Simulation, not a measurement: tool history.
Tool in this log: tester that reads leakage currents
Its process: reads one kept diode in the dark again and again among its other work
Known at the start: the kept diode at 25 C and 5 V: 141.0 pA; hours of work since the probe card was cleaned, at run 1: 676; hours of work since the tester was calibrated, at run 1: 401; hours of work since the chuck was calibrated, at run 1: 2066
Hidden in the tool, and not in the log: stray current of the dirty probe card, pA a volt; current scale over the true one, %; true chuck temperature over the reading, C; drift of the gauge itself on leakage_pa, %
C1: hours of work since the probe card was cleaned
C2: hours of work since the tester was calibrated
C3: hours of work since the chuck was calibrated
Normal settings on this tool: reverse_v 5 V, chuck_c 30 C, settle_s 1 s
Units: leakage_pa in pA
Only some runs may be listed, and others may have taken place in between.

Run 1, day 0: usual settings; C1 676; C2 401; C3 2066. Result: leakage_pa 212.56 pA.
Run 2, day 1.954: usual settings; C1 704; C2 429; C3 2095. Result: leakage_pa 214.19 pA.
Run 3, day 5.138: usual settings; C1 750; C2 475; C3 2141. Result: leakage_pa 214.17 pA.
Run 4, day 7.221: usual settings but chuck_c 47 C; C1 780; C2 505; C3 2171. Result: leakage_pa 789.47 pA.
Run 5, day 9.412: usual settings but chuck_c 47 C; C1 811; C2 537; C3 2202. Result: leakage_pa 788.93 pA.
Run 6, day 12.729: usual settings but reverse_v 2.38 V, chuck_c 47 C; C1 859; C2 585; C3 2250. Result: leakage_pa 623.8 pA.
Run 7, day 14.85: usual settings but settle_s 0.67 s; C1 890; C2 615; C3 2281. Result: leakage_pa 213.31 pA.
At day 16.6: chuck's temperature calibrated.
Run 8, day 18.833: usual settings; C1 946; C2 672; C3 32. Result: leakage_pa 212.67 pA.
Run 9, day 21.921: usual settings; C1 991; C2 716; C3 77. Result: leakage_pa 213.78 pA.
Run 10, day 25.129: usual settings; C1 1037; C2 762; C3 123. Result: leakage_pa 214.22 pA.
Run 11, day 28.288: usual settings but reverse_v 3.58 V; C1 1083; C2 808; C3 169. Result: leakage_pa 192.68 pA.
Run 12, day 31.338: usual settings but reverse_v 13.43 V; C1 1127; C2 852; C3 213. Result: leakage_pa 293.32 pA.
Run 13, day 34.667: usual settings; C1 1175; C2 900; C3 261. Result: leakage_pa 213.57 pA.
Run 14, day 38.479: usual settings but reverse_v 1.78 V; C1 1230; C2 955; C3 316. Result: leakage_pa 153.89 pA.
Run 15, day 40.95: usual settings but reverse_v 1.78 V; C1 1265; C2 991; C3 351. Result: leakage_pa 154.23 pA.
Run 16, day 43.371: usual settings but reverse_v 1.78 V; C1 1300; C2 1026; C3 386. Result: leakage_pa 153.4 pA.
Run 17, day 47.588: usual settings but reverse_v 1.78 V; C1 1361; C2 1087; C3 447. Result: leakage_pa 154.68 pA.
Run 18, day 49.7: usual settings but reverse_v 2.31 V, chuck_c 35 C, settle_s 0.74 s; C1 1392; C2 1117; C3 478. Result: leakage_pa 249.42 pA.
Run 19, day 52.092: usual settings but reverse_v 2.31 V, chuck_c 35 C, settle_s 0.74 s; C1 1426; C2 1152; C3 512. Result: leakage_pa 248.31 pA.
Run 20, day 54.483: usual settings but settle_s 2.52 s; C1 1461; C2 1186; C3 547. Result: leakage_pa 212.97 pA.
Run 21, day 56.962: usual settings but reverse_v 1.06 V, chuck_c 22 C, settle_s 3.92 s; C1 1497; C2 1222; C3 582. Result: leakage_pa 66.51 pA.
Run 22, day 60.583: usual settings but reverse_v 2.1 V, settle_s 9.08 s; C1 1549; C2 1274; C3 635. Result: leakage_pa 161.89 pA.
Run 23, day 62.804: usual settings but reverse_v 5.73 V, chuck_c 33 C; C1 1581; C2 1306; C3 667. Result: leakage_pa 284.57 pA.
Run 24, day 65.167: usual settings but chuck_c 38 C, settle_s 0.7 s; C1 1615; C2 1340; C3 701. Result: leakage_pa 402.65 pA.
Run 25, day 67.854: usual settings but chuck_c 38 C, settle_s 0.7 s; C1 1654; C2 1379; C3 740. Result: leakage_pa 403.95 pA.
Run 26, day 70.662: usual settings but reverse_v 6.17 V, chuck_c 39 C, settle_s 0.34 s; C1 1694; C2 1420; C3 780. Result: leakage_pa 468.16 pA.
Run 27, day 73.95: usual settings but reverse_v 1.88 V, chuck_c 51 C, settle_s 0.32 s; C1 1742; C2 1467; C3 828. Result: leakage_pa 770.58 pA.
Run 28, day 76.988: usual settings but reverse_v 8.58 V, chuck_c 51 C, settle_s 0.98 s; C1 1786; C2 1511; C3 871. Result: leakage_pa 1246.64 pA.
Run 29, day 79.7: usual settings but reverse_v 8.58 V, chuck_c 51 C, settle_s 0.98 s; C1 1825; C2 1550; C3 911. Result: leakage_pa 1248.28 pA.

Pick out some run-to-run changes in leakage_pa. Of each, how much would a tool without hidden state show as well, from the settings, what came in and chance, and how much is left for the hidden state and any gauge scatter not in both results compared?
Run 3 -> 4: chuck_c 30 -> 47. leakage_pa +575.3 pA: hidden state -0.54, all else +575.84.
Run 6 -> 7: reverse_v 2.38 -> 5, chuck_c 47 -> 30, settle_s 1 -> 0.67. leakage_pa -410.49 pA: hidden state +0.39, all else -410.88.
Run 27 -> 28: reverse_v 1.88 -> 8.58, settle_s 0.32 -> 0.98. leakage_pa +476.06 pA: hidden state -0.21, all else +476.27.

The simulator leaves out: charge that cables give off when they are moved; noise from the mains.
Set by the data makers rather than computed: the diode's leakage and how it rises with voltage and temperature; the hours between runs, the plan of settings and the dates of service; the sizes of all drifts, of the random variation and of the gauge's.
